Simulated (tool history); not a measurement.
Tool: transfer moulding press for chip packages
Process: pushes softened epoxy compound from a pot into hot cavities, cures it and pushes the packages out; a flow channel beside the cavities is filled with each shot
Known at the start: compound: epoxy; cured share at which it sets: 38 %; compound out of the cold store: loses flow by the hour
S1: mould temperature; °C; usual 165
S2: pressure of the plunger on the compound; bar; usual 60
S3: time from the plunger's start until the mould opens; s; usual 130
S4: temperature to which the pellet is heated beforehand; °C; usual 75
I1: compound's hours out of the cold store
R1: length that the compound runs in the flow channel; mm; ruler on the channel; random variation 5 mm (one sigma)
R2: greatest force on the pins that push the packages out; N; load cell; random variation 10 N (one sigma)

run	day	S1	S2	S3	S4	I1	R1	R2
1	0	165	60	130	75	31.8	780	646
# day 1.692: cavities cleaned with cleaning compound and waxed
2	2.046	165	60	130	72	32.9	777	509
3	4.425	165	60	130	75	11.9	818	780
# day 4.867: cavities cleaned with cleaning compound and waxed
# day 5.408: plunger's sealing rings changed
4	6.367	165	60	130	75	14.3	866	654
5	7.838	165	60	130	75	29.6	839	760
# day 8.1: cavities cleaned with cleaning compound and waxed
6	9.525	165	60	130	75	19	860	657
# day 11.254: cavities cleaned with cleaning compound and waxed
7	12.342	165	60	130	75	36.5	812	621
# day 14.417: cavities cleaned with cleaning compound and waxed
8	15.458	165	60	130	75	47.9	775	593
# day 17.567: cavities cleaned with cleaning compound and waxed
9	18.254	172	60	130	75	15.1	812	519
# day 20.662: cavities cleaned with cleaning compound and waxed
10	21.212	165	60	130	65	20.6	824	561
11	23.196	165	60	130	65	25.2	815	716
# day 23.804: cavities cleaned with cleaning compound and waxed
12	25.308	165	60	125	75	24.5	803	673
# day 26.921: cavities cleaned with cleaning compound and waxed
13	27.075	165	60	125	75	27.8	801	521
14	29.808	165	60	130	77	18.8	805	771
# day 30.083: cavities cleaned with cleaning compound and waxed
# day 30.467: mould's thermocouples calibrated
15	32.021	162	52.5	130	71	33.8	746	794
# day 33.229: cavities cleaned with cleaning compound and waxed
16	34.604	162	52.5	130	71	11.2	786	763
# day 36.25: cavities cleaned with cleaning compound and waxed
17	36.896	162	52.5	130	71	40.8	726	630
18	38.212	160	52.5	139	69	37.7	743	799
# day 38.738: plunger's sealing rings changed
# day 39.496: cavities cleaned with cleaning compound and waxed
19	40.792	171	48.2	167	82	33.3	714	579
# day 42.542: cavities cleaned with cleaning compound and waxed
20	43.812	171	68.9	120	82	20.5	870	573
21	45.075	165	46.5	154	65	9.3	769	681
# day 45.638: cavities cleaned with cleaning compound and waxed
22	47.788	164	46.5	118	84	28.9	720	812
# day 48.879: cavities cleaned with cleaning compound and waxed
23	50.908	163	60	130	75	26.8	833	732
# day 52.004: cavities cleaned with cleaning compound and waxed
24	53.192	165	60	159	78	33.3	803	578
# day 55.096: cavities cleaned with cleaning compound and waxed
25	55.096	165	60	135	78	37	784	428
26	56.754	165	60.6	135	78	47.8	763	637

5 ways to go on from here, each from the tool as it stands after run 26. What would each give?
# day 58.229: cavities cleaned with cleaning compound and waxed
A	59.612	165	58.6	133	78	42	?	?
# day 58.229: cavities cleaned with cleaning compound and waxed
B	59.612	165	60.6	135	78	20.6	?	?
# day 58.229: cavities cleaned with cleaning compound and waxed
C	59.612	170	54.8	130	75	40.6	?	?
# day 58.229: cavities cleaned with cleaning compound and waxed
D	59.612	166	60	130	75	8.1	?	?
# day 58.229: cavities cleaned with cleaning compound and waxed
E	59.612	165	71.5	135	78	46.2	?	?

run	R1	R2
A	758	602
B	819	610
C	715	582
D	836	657
E	830	639
Without the tool's hidden state the same runs would have given:
run	R1	R2
A	801	433
B	866	434
C	755	408
D	884	473
E	877	456
